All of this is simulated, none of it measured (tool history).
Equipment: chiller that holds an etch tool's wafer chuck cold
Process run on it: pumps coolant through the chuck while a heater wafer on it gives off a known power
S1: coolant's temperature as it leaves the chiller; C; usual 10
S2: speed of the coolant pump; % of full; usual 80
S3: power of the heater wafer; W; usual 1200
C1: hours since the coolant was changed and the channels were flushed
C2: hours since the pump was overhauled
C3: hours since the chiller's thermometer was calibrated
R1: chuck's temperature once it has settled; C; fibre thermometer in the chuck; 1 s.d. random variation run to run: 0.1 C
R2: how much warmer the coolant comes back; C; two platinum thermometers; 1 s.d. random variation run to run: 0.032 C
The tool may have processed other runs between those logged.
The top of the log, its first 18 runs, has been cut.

run 19 hour=668.7 | S1=15 S2=80 S3=602 | C1=731 C2=1149 C3=4568 | R1=19.9 R2=1.80
run 20 hour=696.2 | S1=15 S2=80 S3=602 | C1=758 C2=1177 C3=4596 | R1=19.7 R2=1.82
run 21 hour=742.2 | S1=10 S2=80 S3=1205 | C1=804 C2=1223 C3=4642 | R1=20.4 R2=3.58
run 22 hour=780.5 | S1=10 S2=80 S3=1205 | C1=843 C2=1261 C3=4680 | R1=20.4 R2=3.51
run 23 hour=806.9 | S1=12 S2=96 S3=1200 | C1=869 C2=1288 C3=4706 | R1=20.6 R2=2.92
run 24 hour=831.6 | S1=13 S2=64 S3=1200 | C1=894 C2=1312 C3=4731 | R1=26.0 R2=4.51
run 25 hour=879.7 | S1=10 S2=67 S3=853 | C1=942 C2=1360 C3=4779 | R1=18.7 R2=3.04
run 26 hour=931.5 | S1=10 S2=67 S3=853 | C1=994 C2=1412 C3=4831 | R1=18.7 R2=3.07
-- hour=939.9 chiller's thermometer calibrated
run 27 hour=973.7 | S1=10 S2=67 S3=853 | C1=1035 C2=1453 C3=34 | R1=19.4 R2=3.03
run 28 hour=1017.8 | S1=10 S2=100 S3=683 | C1=1079 C2=1498 C3=78 | R1=15.2 R2=1.62
run 29 hour=1066.2 | S1=6 S2=68 S3=1372 | C1=1127 C2=1546 C3=126 | R1=21.0 R2=4.85
run 30 hour=1091.1 | S1=10 S2=75 S3=1200 | C1=1152 C2=1571 C3=151 | R1=22.1 R2=3.84
run 31 hour=1139.0 | S1=10 S2=77 S3=1200 | C1=1200 C2=1619 C3=199 | R1=21.6 R2=3.80
run 32 hour=1171.9 | S1=10 S2=77 S3=1200 | C1=1233 C2=1652 C3=232 | R1=21.5 R2=3.74
run 33 hour=1208.2 | S1=10 S2=74 S3=820 | C1=1269 C2=1688 C3=268 | R1=18.2 R2=2.67

Predict each of these 3 candidate next runs independently; none follows another, all start after run 33:
run A hour=1244.4 | S1=1 S2=74 S3=820 | C1=1306 C2=1724 C3=304 | R1=? R2=?
run B hour=1244.4 | S1=20 S2=71 S3=1019 | C1=1306 C2=1724 C3=304 | R1=? R2=?
run C hour=1244.4 | S1=11 S2=74 S3=820 | C1=1306 C2=1724 C3=304 | R1=? R2=?

run=A R1=9.3 R2=2.62
run=B R1=30.8 R2=3.47
run=C R1=19.3 R2=2.68
Had the tool no hidden state, the same runs would have come out as:
run=A R1=8.9 R2=2.55
run=B R1=30.2 R2=3.38
run=C R1=18.9 R2=2.61
